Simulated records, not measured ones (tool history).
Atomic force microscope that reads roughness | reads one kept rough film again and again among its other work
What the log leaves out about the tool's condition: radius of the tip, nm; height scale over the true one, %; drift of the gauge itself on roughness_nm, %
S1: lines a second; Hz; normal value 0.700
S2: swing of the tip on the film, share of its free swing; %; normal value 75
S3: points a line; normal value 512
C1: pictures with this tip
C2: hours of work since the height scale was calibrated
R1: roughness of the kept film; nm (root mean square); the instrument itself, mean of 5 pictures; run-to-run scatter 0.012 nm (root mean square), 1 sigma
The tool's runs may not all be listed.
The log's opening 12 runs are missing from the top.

| run | hour | S1 | S2 | S3 | C1 | C2 | R1 |
|---|---|---|---|---|---|---|---|
| 13 | 155.0 | 1.825 | 75 | 512 | 63 | 419 | 2.336 |
| 14 | 162.7 | 1.825 | 75 | 512 | 77 | 425 | 2.311 |
| 15 | 176.4 | 0.700 | 75 | 695 | 100 | 435 | 2.488 |
| 16 | 191.2 | 1.745 | 75 | 695 | 126 | 446 | 2.246 |
| 17 | 199.7 | 1.878 | 78 | 512 | 141 | 452 | 2.133 |
| 18 | 215.6 | 1.878 | 78 | 512 | 169 | 464 | 2.092 |
| 19 | 226.7 | 1.316 | 76 | 469 | 189 | 472 | 2.168 |
|  | 228.4 | new tip fitted |
| 20 | 239.5 | 3.493 | 69 | 339 | 19 | 481 | 2.283 |
| 21 | 249.5 | 1.491 | 65 | 508 | 36 | 488 | 2.586 |
| 22 | 258.3 | 1.491 | 65 | 508 | 52 | 495 | 2.544 |
| 23 | 274.6 | 0.700 | 72 | 650 | 80 | 507 | 2.579 |
| 24 | 292.2 | 2.411 | 84 | 509 | 111 | 520 | 1.945 |
| 25 | 305.2 | 2.411 | 84 | 509 | 134 | 529 | 1.920 |
| 26 | 320.4 | 0.700 | 75 | 257 | 160 | 540 | 2.349 |
|  | 338.2 | new tip fitted |
| 27 | 338.2 | 0.700 | 81 | 1011 | 0 | 553 | 2.660 |
| 28 | 352.2 | 0.700 | 81 | 1011 | 24 | 563 | 2.588 |
| 29 | 368.7 | 0.700 | 81 | 1011 | 53 | 576 | 2.557 |
| 30 | 383.7 | 0.700 | 56 | 512 | 79 | 587 | 2.640 |
| 31 | 398.8 | 0.871 | 73 | 721 | 106 | 598 | 2.462 |
| 32 | 415.6 | 0.871 | 73 | 721 | 135 | 610 | 2.387 |

Each row is a separate what-if for the run after 32, all from the same tool condition, not one after another. Results?
| A | 433.4 | 0.871 | 73 | 275 | 166 | 623 | ? |
| B | 433.4 | 1.043 | 57 | 512 | 166 | 623 | ? |
| C | 433.4 | 0.871 | 85 | 575 | 166 | 623 | ? |
| D | 433.4 | 0.657 | 70 | 272 | 166 | 623 | ? |
| E | 433.4 | 0.700 | 81 | 900 | 166 | 623 | ? |

| run | R1 |
|---|---|
| A | 2.333 |
| B | 2.433 |
| C | 2.240 |
| D | 2.403 |
| E | 2.318 |
Had the tool no hidden state, the same runs would have come out as:
| run | R1 |
|---|---|
| A | 2.682 |
| B | 2.797 |
| C | 2.575 |
| D | 2.762 |
| E | 2.666 |

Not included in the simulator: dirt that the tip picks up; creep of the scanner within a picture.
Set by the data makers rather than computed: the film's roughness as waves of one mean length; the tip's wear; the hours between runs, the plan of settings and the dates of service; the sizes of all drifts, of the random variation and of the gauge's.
